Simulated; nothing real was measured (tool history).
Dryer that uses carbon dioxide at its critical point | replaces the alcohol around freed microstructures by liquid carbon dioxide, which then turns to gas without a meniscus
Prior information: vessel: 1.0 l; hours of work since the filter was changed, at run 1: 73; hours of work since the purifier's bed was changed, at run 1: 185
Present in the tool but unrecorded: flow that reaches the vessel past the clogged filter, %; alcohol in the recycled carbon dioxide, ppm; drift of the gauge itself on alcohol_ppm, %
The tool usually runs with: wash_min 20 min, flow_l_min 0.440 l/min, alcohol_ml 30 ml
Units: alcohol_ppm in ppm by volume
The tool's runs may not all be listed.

run	hour	wash_min	flow_l_min	alcohol_ml	hours of work since the filter was changed	hours of work since the purifier's bed was changed	alcohol_ppm
1	0.0	20	0.440	30	73	185	58
2	8.8	20	0.440	30	76	188	54
3	19.5	20	0.440	30	80	191	61
4	31.4	20	0.440	30	84	196	61
5	39.6	22	0.440	30	87	198	48
6	49.2	22	0.440	30	91	202	56
7	59.0	22	0.440	30	94	205	56
8	66.9	22	0.440	30	97	208	58
9	79.7	16	0.440	30	101	212	117
10	88.0	16	0.440	30	104	215	107
11	97.6	24	0.637	41	107	219	48
12	104.3	24	0.637	41	110	221	44
13	115.6	24	0.637	41	114	225	37
14	125.7	32	0.434	28	117	228	52
15	134.9	32	0.434	28	120	232	50
16	147.4	30	0.675	61	125	236	60
17	158.2	13	0.396	68	128	240	964
18	168.8	13	0.396	68	132	243	945
19	177.7	30	0.396	22	135	247	55

Alternative continuations, all from the tool just after run 19; predict every row:
A	184.6	29	0.428	30	138	249	?
B	184.6	20	0.611	30	138	249	?
C	184.6	17	0.284	30	138	249	?

run	alcohol_ppm
A	59
B	57
C	637
With no hidden state in the tool, these same runs would have given:
run	alcohol_ppm
A	10
B	9
C	475

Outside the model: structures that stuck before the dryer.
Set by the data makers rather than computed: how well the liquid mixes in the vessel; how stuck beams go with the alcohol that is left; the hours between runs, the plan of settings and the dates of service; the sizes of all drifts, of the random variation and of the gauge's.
